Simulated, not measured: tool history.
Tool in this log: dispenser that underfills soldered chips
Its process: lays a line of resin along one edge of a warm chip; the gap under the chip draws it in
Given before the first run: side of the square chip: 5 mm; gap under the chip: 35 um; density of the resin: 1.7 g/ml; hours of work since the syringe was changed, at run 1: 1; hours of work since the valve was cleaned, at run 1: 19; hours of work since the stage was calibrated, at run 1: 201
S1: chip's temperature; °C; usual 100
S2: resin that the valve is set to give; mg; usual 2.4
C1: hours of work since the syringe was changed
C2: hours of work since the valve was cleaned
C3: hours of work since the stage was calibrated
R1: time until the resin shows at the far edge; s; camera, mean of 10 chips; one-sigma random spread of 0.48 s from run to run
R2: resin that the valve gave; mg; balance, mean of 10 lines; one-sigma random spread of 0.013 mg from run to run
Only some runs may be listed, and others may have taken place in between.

Run 1, hour 0: usual settings; C1 1; C2 19; C3 201. Result: R1 40.2 s, R2 2.4 mg.
At hour 8.5: new syringe of resin.
Run 2, hour 15.3: usual settings; C1 5; C2 29; C3 212. Result: R1 45.7 s, R2 2.38 mg.
At hour 18: new syringe of resin.
Run 3, hour 24.8: usual settings; C1 5; C2 36; C3 218. Result: R1 46 s, R2 2.35 mg.
At hour 28.3: new syringe of resin.
At hour 38.5: new syringe of resin.
Run 4, hour 41.3: usual settings; C1 2; C2 47; C3 229. Result: R1 40.1 s, R2 2.37 mg.
At hour 49.2: new syringe of resin.
Run 5, hour 52.4: usual settings; C1 2; C2 55; C3 237. Result: R1 42.5 s, R2 2.36 mg.
At hour 58.9: new syringe of resin.
Run 6, hour 60.4: usual settings but S2 2.41 mg; C1 1; C2 60; C3 243. Result: R1 40.3 s, R2 2.36 mg.
At hour 68.4: new syringe of resin.
Run 7, hour 71.6: usual settings but S2 2.41 mg; C1 2; C2 68; C3 250. Result: R1 42.3 s, R2 2.34 mg.
At hour 77.7: new syringe of resin.
Run 8, hour 84.7: usual settings but S2 2.41 mg; C1 5; C2 77; C3 259. Result: R1 46 s, R2 2.35 mg.
At hour 87.7: new syringe of resin.
At hour 97.2: new syringe of resin.
Run 9, hour 97.2: usual settings but S2 2.41 mg; C1 0; C2 85; C3 268. Result: R1 37.2 s, R2 2.34 mg.
At hour 107.6: new syringe of resin.
At hour 108.6: dispensing valve cleaned and set on the balance.
Run 10, hour 110.3: usual settings but S1 114 °C, S2 2.24 mg; C1 1; C2 1; C3 276. Result: R1 25.1 s, R2 2.24 mg.
At hour 118.2: new syringe of resin.
Run 11, hour 118.4: usual settings but S1 114 °C, S2 2.24 mg; C1 0; C2 7; C3 282. Result: R1 23.5 s, R2 2.22 mg.

Run 12, settings as shown, results not yet in. Your forecast:
At hour 127.5: new syringe of resin.
Run 12, hour 127.5: usual settings but S1 114 °C, S2 2.24 mg; C1 0; C2 13; C3 288. Result: R1 ?, R2 ?.

R1: 23.9 s
R2: 2.25 mg
Were there no unlogged condition in the tool, this run, its random variation unchanged, would have produced R1 22.9 s, R2 2.26 mg.

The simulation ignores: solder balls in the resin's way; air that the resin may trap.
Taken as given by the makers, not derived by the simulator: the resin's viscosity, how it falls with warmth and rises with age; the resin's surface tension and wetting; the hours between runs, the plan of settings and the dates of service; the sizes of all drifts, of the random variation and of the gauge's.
